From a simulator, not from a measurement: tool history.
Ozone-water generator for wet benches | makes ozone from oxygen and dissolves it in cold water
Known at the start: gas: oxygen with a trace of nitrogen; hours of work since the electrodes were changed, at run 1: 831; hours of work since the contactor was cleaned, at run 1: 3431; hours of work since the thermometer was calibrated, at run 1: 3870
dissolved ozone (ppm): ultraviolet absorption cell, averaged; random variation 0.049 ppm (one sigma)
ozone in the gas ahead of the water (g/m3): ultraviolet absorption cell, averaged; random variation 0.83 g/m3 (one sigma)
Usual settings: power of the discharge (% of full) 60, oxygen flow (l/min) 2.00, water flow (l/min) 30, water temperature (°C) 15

run	hour	power of the discharge (% of full)	oxygen flow (l/min)	water flow (l/min)	water temperature (°C)	hours of work since the electrodes were changed	hours of work since the contactor was cleaned	hours of work since the thermometer was calibrated	dissolved ozone (ppm)	ozone in the gas ahead of the water (g/m3)
1	0.0	60	2.00	30	15	831	3431	3870	4.35	130.9
# hour 56.3: water thermometer calibrated
2	86.5	60	2.00	30	9	891	3491	21	4.42	131.0
3	127.7	60	2.00	30	15	920	3520	50	4.42	130.7
4	168.8	60	2.00	30	15	949	3548	78	4.31	130.4
5	217.5	60	2.00	30	15	983	3582	112	4.41	130.4
6	282.4	60	2.00	30	15	1028	3627	158	4.41	130.2
7	352.6	60	2.94	30	15	1077	3676	207	5.09	112.2
8	415.8	60	2.94	30	15	1121	3720	251	5.20	112.4
9	460.4	60	2.94	30	15	1152	3752	282	5.11	113.1
10	544.1	60	2.94	30	15	1210	3810	340	5.12	112.3
11	601.0	60	2.94	30	15	1250	3850	380	5.12	113.5
12	663.8	78	2.00	30	15	1294	3893	424	5.23	155.8
13	723.6	78	2.00	30	15	1336	3935	465	5.14	156.6
14	791.6	60	2.09	30	8	1383	3983	513	4.54	128.6
15	863.0	60	2.09	30	8	1433	4032	563	4.55	127.7
16	915.0	60	2.09	30	8	1469	4069	599	4.50	127.4
17	974.8	60	1.44	30	8	1511	4110	641	3.61	145.7
18	1060.4	60	2.59	30	14	1571	4170	700	4.78	118.4
19	1113.6	60	2.59	30	14	1608	4207	737	4.80	116.9

Run 20 comes next. What will it give?
20	1155.0	60	2.59	30	14	1637	4236	766	?	?

Run 20 gave dissolved ozone (ppm) 4.80, ozone in the gas ahead of the water (g/m3) 116.9.
Without the tool's hidden state the same run would have given dissolved ozone (ppm) 5.33, ozone in the gas ahead of the water (g/m3) 120.5.

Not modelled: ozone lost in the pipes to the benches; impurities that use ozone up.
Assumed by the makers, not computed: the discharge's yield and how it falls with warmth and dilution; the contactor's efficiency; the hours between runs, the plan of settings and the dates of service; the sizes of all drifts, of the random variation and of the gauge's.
